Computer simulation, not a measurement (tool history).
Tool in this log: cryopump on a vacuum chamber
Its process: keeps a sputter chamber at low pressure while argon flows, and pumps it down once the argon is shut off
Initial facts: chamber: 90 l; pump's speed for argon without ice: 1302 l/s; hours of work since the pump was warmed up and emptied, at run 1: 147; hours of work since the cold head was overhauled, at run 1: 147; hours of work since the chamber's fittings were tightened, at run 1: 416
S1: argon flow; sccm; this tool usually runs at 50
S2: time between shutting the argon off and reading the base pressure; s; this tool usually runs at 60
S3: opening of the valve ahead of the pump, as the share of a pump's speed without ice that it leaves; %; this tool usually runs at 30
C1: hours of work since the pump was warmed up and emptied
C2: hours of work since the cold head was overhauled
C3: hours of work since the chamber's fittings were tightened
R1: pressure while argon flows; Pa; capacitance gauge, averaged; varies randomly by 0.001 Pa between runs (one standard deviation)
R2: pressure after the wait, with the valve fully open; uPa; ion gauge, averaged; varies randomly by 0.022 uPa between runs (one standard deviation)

Run 1, hour 0: usual settings; C1 147; C2 147; C3 416. Result: R1 0.2248 Pa, R2 1.46 uPa.
Run 2, hour 31.8: usual settings; C1 171; C2 171; C3 439. Result: R1 0.223 Pa, R2 1.6 uPa.
Run 3, hour 48.7: usual settings; C1 183; C2 183; C3 452. Result: R1 0.225 Pa, R2 1.59 uPa.
Run 4, hour 84.9: usual settings but S2 29 s; C1 210; C2 210; C3 479. Result: R1 0.2253 Pa, R2 2.11 uPa.
Run 5, hour 105.1: usual settings but S2 29 s; C1 225; C2 225; C3 494. Result: R1 0.2262 Pa, R2 2.2 uPa.
Run 6, hour 130.3: usual settings but S1 39 sccm; C1 244; C2 244; C3 512. Result: R1 0.1776 Pa, R2 1.86 uPa.
Run 7, hour 153.8: usual settings; C1 261; C2 261; C3 530. Result: R1 0.2263 Pa, R2 1.89 uPa.
Run 8, hour 185.5: usual settings but S1 48 sccm; C1 285; C2 285; C3 553. Result: R1 0.2185 Pa, R2 1.96 uPa.
Run 9, hour 206.1: usual settings; C1 300; C2 300; C3 569. Result: R1 0.2294 Pa, R2 1.99 uPa.
Run 10, hour 221.9: usual settings but S2 73 s, S3 21 %; C1 312; C2 312; C3 580. Result: R1 0.3251 Pa, R2 2.04 uPa.
Run 11, hour 256.1: usual settings but S3 43 %; C1 337; C2 337; C3 606. Result: R1 0.1649 Pa, R2 2.14 uPa.
Run 12, hour 293.4: usual settings but S1 27 sccm, S2 31 s; C1 365; C2 365; C3 634. Result: R1 0.1258 Pa, R2 2.6 uPa.
Run 13, hour 329.2: usual settings but S1 27 sccm, S2 31 s; C1 392; C2 392; C3 660. Result: R1 0.1262 Pa, R2 2.75 uPa.
Run 14, hour 348.8: usual settings but S2 33 s; C1 406; C2 406; C3 675. Result: R1 0.2337 Pa, R2 2.72 uPa.
Run 15, hour 377.7: usual settings but S2 26 s, S3 59 %; C1 428; C2 428; C3 696. Result: R1 0.1294 Pa, R2 2.95 uPa.
Run 16, hour 407.9: usual settings but S1 39 sccm, S2 135 s, S3 23 %; C1 450; C2 450; C3 718. Result: R1 0.2353 Pa, R2 2.29 uPa.
Run 17, hour 431.5: usual settings but S1 44 sccm, S3 17 %; C1 468; C2 468; C3 736. Result: R1 0.3572 Pa, R2 2.71 uPa.

3 ways to go on from here, each from the tool as it stands after run 17. What would each give?
Run A, hour 466.7: usual settings but S1 86 sccm, S2 141 s, S3 58 %; C1 494; C2 494; C3 762. Result: R1 ?, R2 ?.
Run B, hour 466.7: usual settings but S1 23 sccm, S2 62 s, S3 17 %; C1 494; C2 494; C3 762. Result: R1 ?, R2 ?.
Run C, hour 466.7: usual settings but S1 39 sccm, S2 128 s, S3 17 %; C1 494; C2 494; C3 762. Result: R1 ?, R2 ?.

run      R1    R2
  A  0.2305  2.54
  B  0.1858  2.78
  C  0.3138  2.51
Had the tool no hidden state, the same runs would have come out as:
run      R1    R2
  A  0.1911  0.42
  B  0.1752  0.62
  C  0.2959  0.41

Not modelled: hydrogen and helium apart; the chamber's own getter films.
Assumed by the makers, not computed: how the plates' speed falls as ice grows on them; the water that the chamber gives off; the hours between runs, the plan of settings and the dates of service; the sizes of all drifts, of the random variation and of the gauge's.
